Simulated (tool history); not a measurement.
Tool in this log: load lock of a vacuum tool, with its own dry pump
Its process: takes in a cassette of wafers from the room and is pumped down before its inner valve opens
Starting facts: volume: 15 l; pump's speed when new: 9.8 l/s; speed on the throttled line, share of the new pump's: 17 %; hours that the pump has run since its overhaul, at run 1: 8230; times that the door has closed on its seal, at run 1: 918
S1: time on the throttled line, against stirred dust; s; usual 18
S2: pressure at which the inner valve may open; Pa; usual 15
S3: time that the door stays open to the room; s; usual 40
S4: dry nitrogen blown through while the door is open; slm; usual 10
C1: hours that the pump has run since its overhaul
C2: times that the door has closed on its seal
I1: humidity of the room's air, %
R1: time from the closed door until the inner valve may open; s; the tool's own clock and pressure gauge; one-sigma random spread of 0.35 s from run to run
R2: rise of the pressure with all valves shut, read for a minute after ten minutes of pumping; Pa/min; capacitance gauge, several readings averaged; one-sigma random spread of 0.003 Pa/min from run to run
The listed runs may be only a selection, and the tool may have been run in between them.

run    hour  S1  S2   S3  S4     C1     C2    I1    R1     R2
  1     0.0  18  15   40  10   8230    918  43.5  28.9  0.059
  2   152.7  18  15   40  10   8383   1393  44.8  29.1  0.063
  3   326.6  18  15   40  10   8557   1934  44.2  29.6  0.064
  4   547.1  18  27   40  10   8777   2619  45.8  28.6  0.065
  5   718.9  18  27   40  10   8949   3153  47.9  29.0  0.064
  6   872.5  18  15   40  10   9103   3630  49.9  29.3  0.065
  7  1055.0  18  15   40  10   9285   4198  46.1  29.7  0.068
  8  1199.3  18  15   40  10   9429   4647  42.9  29.5  0.068
  9  1401.2  18  15   40  10   9631   5274  42.3  29.6  0.068
 10  1628.9  18  15   40  10   9859   5982  42.5  29.2  0.068
 11  1838.0  18  15   40  12  10068   6632  45.1  29.9  0.066
 12  2011.5  18  15   40  12  10242   7171  44.5  29.9  0.070
 13  2193.1  18  15   40  14  10423   7736  47.8  29.9  0.070
 14  2295.4  13  15   40  14  10525   8054  48.4  25.5  0.072
 15  2483.9  13  15   40  14  10714   8640  45.0  25.6  0.068
 16  2704.5  17  13   49   9  10935   9326  45.8  29.0  0.082
 17  2908.4  18  23  219   5  11138   9960  46.5  29.4  0.156
 18  3115.3  18  23  219   5  11345  10603  47.6  29.0  0.167
 19  3338.5  18  23  219   5  11569  11297  45.4  29.4  0.159
 20  3445.6  14  24   55   8  11676  11630  46.8  26.0  0.094
 21  3555.4  18  23   40  10  11785  11971  45.4  29.1  0.085
 22  3697.4  29  23   40  10  11927  12413  45.4  38.1  0.089
 23  3815.7  18  15  223  10  12046  12781  48.8  30.2  0.157
 24  3932.0  18  29  223  28  12162  13142  46.0  29.6  0.120
 25  4048.9  18  15  117  28  12279  13506  46.4  29.9  0.101
 26  4213.6  18  15  117  28  12444  14018  40.1  29.6  0.092
 27  4424.0  18  19   58  28  12654  14672  46.5  29.2  0.079
 28  4592.5  18  10   58  28  12823  15196  42.8  31.0  0.082
 29  4717.2  18  10   58   9  12947  15583  46.2  31.2  0.105

What if the next run were any one of these 4? Each begins from the tool's condition after run 29:
  A  4890.0  16  17  109  10  13120  16120  44.4   ?   ?
  B  4890.0  18  10  105   9  13120  16120  44.0   ?   ?
  C  4890.0  18  18   40  10  13120  16120  43.7   ?   ?
  D  4890.0  23  15   40  10  13120  16120  46.1   ?   ?

run    R1     R2
  A  28.2  0.123
  B  31.0  0.125
  C  29.8  0.092
  D  33.8  0.091
Take away the tool's hidden state, keep each run's random variation, and the runs would have read:
run    R1     R2
  A  26.4  0.079
  B  29.1  0.082
  C  28.0  0.048
  D  32.1  0.047
